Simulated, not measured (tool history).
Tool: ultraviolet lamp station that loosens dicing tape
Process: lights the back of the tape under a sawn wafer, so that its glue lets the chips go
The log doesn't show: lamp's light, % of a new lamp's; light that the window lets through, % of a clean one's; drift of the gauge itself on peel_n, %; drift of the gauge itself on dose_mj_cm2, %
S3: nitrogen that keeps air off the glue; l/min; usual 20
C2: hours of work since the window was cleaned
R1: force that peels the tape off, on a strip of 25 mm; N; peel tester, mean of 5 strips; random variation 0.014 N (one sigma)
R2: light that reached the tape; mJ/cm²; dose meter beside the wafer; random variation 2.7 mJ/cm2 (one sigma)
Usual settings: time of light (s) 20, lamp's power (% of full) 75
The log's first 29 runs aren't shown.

Run 30, hour 404.5: usual settings but time of light (s) 32, lamp's power (% of full) 88; hours of work of the lamp 793; C2 138. Result: R1 0.275 N, R2 507 mJ/cm².
Run 31, hour 413.0: usual settings but time of light (s) 29, lamp's power (% of full) 95, S3 7 l/min; hours of work of the lamp 799; C2 145. Result: R1 0.693 N, R2 492 mJ/cm².
Run 32, hour 422.3: usual settings but time of light (s) 16, lamp's power (% of full) 95, S3 7 l/min; hours of work of the lamp 807; C2 152. Result: R1 1.872 N, R2 271 mJ/cm².
Run 33, hour 440.4: usual settings but lamp's power (% of full) 87, S3 17 l/min; hours of work of the lamp 821; C2 166. Result: R1 0.950 N, R2 307 mJ/cm².
Run 34, hour 451.0: usual settings but lamp's power (% of full) 87, S3 17 l/min; hours of work of the lamp 829; C2 175. Result: R1 0.994 N, R2 302 mJ/cm².
Run 35, hour 470.9: usual settings but lamp's power (% of full) 80, S3 8 l/min; hours of work of the lamp 845; C2 190. Result: R1 1.749 N, R2 273 mJ/cm².
Run 36, hour 484.3: usual settings but time of light (s) 12, lamp's power (% of full) 68, S3 8 l/min; hours of work of the lamp 856; C2 201. Result: R1 3.332 N, R2 139 mJ/cm².
Run 37, hour 505.1: usual settings but time of light (s) 12, lamp's power (% of full) 80, S3 27 l/min; hours of work of the lamp 872; C2 217. Result: R1 2.020 N, R2 162 mJ/cm².

4 ways to go on from here, each from the tool as it stands after run 37. What would each give?
Run A, hour 524.9: usual settings but time of light (s) 12, lamp's power (% of full) 80, S3 27 l/min; hours of work of the lamp 888; C2 233. Result: R1 ?, R2 ?.
Run B, hour 524.9: usual settings but time of light (s) 12, lamp's power (% of full) 88; hours of work of the lamp 888; C2 233. Result: R1 ?, R2 ?.
Run C, hour 524.9: usual settings but time of light (s) 12, lamp's power (% of full) 80; hours of work of the lamp 888; C2 233. Result: R1 ?, R2 ?.
Run D, hour 524.9: usual settings but time of light (s) 37, lamp's power (% of full) 71, S3 17 l/min; hours of work of the lamp 888; C2 233. Result: R1 ?, R2 ?.

run     R1   R2
  A  2.054  158
  B  2.066  175
  C  2.236  160
  D  0.450  441
Without the tool's hidden state the same runs would have given:
run     R1   R2
  A  1.231  230
  B  1.232  254
  C  1.389  232
  D  0.167  641
